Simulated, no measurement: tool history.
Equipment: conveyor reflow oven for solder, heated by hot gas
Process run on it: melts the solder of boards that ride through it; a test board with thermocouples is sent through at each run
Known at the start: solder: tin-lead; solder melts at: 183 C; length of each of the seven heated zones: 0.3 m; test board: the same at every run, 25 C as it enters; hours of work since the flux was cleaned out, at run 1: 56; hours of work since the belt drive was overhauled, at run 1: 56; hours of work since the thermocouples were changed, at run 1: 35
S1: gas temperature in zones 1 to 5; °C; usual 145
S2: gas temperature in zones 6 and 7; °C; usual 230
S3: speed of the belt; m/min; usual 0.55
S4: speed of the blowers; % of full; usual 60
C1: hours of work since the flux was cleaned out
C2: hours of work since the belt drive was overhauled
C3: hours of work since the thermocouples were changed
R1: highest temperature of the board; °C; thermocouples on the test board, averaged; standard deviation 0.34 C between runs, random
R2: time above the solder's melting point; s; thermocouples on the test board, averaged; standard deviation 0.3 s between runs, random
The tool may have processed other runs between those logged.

run	hour	S1	S2	S3	S4	C1	C2	C3	R1	R2
1	0	145	230	0.55	60	56	56	35	216.5	51.1
2	14.3	145	230	0.55	60	62	62	41	216.2	51
3	44.5	145	241	0.55	60	75	75	54	226.4	56.3
4	61.3	145	241	0.55	60	83	83	62	225.9	55.9
5	92.6	131	230	0.55	60	96	96	76	213.8	44.9
6	114.8	131	230	0.55	60	106	106	85	213.6	44.4
7	133.2	131	230	0.496	60	114	114	94	216.7	52.3
8	147.6	131	230	0.496	60	121	121	100	217.6	52.4
9	162.8	145	230	0.55	60	127	127	107	216.5	50.7
10	197.4	145	241	0.55	60	143	143	122	225.7	55.7
11	215.6	145	230	0.55	60	151	151	130	215.2	50.7
# hour 232.1: flux residue cleaned out of gas plates and filters
12	238.3	145	223	0.55	60	3	158	138	210.7	46.9
13	264.4	159	230	0.645	61	14	170	149	214.6	47.1
14	279.4	147	230	0.455	61	21	177	156	221.7	67.4
15	308.9	144	230	0.528	84	34	190	169	221.6	56.8
16	336.7	144	233	0.528	76	46	202	181	223.3	57.8
17	355.6	147	230	0.556	71	54	210	189	218.9	53.2
18	384.7	146	219	0.581	59	67	223	202	205.6	40.2
19	411.6	146	219	0.554	59	79	235	214	207.2	43.8
20	429.3	145	220	0.599	60	87	243	222	205.8	38.3
21	445.5	145	220	0.599	60	94	250	229	205.8	38.7

What if the next run were any one of these 4? Each begins from the tool's condition after run 21:
A	474	145	224	0.55	60	107	262	242	?	?
B	474	138	240	0.601	60	107	262	242	?	?
C	474	138	229	0.55	61	107	262	242	?	?
D	474	145	220	0.599	81	107	262	242	?	?

run	R1	R2
A	211.9	47.1
B	221	46.6
C	214.3	47.8
D	209.2	42.5
The same runs, with their run-to-run variation unchanged, on a tool lacking any hidden condition would have given:
run	R1	R2
A	211.6	47
B	221	46.5
C	214.1	47.7
D	209	42.4
